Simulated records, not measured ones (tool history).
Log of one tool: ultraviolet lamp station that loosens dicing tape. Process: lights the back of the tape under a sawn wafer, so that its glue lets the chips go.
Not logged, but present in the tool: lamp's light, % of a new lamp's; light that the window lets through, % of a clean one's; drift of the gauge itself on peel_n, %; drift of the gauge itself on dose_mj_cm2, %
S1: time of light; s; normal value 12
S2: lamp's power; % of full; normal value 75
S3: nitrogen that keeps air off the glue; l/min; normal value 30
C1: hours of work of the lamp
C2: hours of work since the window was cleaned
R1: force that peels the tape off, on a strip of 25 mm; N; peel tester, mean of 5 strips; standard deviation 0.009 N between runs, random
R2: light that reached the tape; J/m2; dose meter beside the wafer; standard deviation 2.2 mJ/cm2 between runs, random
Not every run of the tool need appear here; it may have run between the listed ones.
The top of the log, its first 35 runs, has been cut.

run 36 hour=515.7 | S1=9 S2=62 S3=31 | C1=430 C2=457 | R1=1.056 R2=980
run 37 hour=536.4 | S1=18 S2=62 S3=55 | C1=440 C2=467 | R1=0.298 R2=1920
run 38 hour=554.5 | S1=18 S2=71 S3=33 | C1=449 C2=475 | R1=0.305 R2=2270
run 39 hour=571.7 | S1=18 S2=71 S3=33 | C1=457 C2=484 | R1=0.326 R2=2220
run 40 hour=586.4 | S1=20 S2=83 S3=16 | C1=464 C2=491 | R1=0.321 R2=2860
run 41 hour=599.4 | S1=13 S2=64 S3=27 | C1=470 C2=497 | R1=0.667 R2=1420
run 42 hour=618.2 | S1=12 S2=61 S3=57 | C1=479 C2=506 | R1=0.549 R2=1250
run 43 hour=629.7 | S1=23 S2=73 S3=38 | C1=485 C2=512 | R1=0.225 R2=2900

Each row is a separate what-if for the run after 43, all from the same tool condition, not one after another. Results?
run A hour=646 | S1=8 S2=83 S3=38 | C1=493 C2=519 | R1=? R2=?
run B hour=646 | S1=12 S2=84 S3=15 | C1=493 C2=519 | R1=? R2=?
run C hour=646 | S1=12 S2=92 S3=24 | C1=493 C2=519 | R1=? R2=?
run D hour=646 | S1=9 S2=73 S3=38 | C1=493 C2=519 | R1=? R2=?
run E hour=646 | S1=7 S2=65 S3=30 | C1=493 C2=519 | R1=? R2=?

run=A R1=0.771 R2=1140
run=B R1=0.732 R2=1650
run=C R1=0.484 R2=1860
run=D R1=0.795 R2=1110
run=E R1=1.465 R2=740
With the hidden condition removed and each run's random variation left untouched, the same runs would have given:
run=A R1=0.514 R2=1470
run=B R1=0.489 R2=2160
run=C R1=0.337 R2=2410
run=D R1=0.535 R2=1440
run=E R1=1.074 R2=970
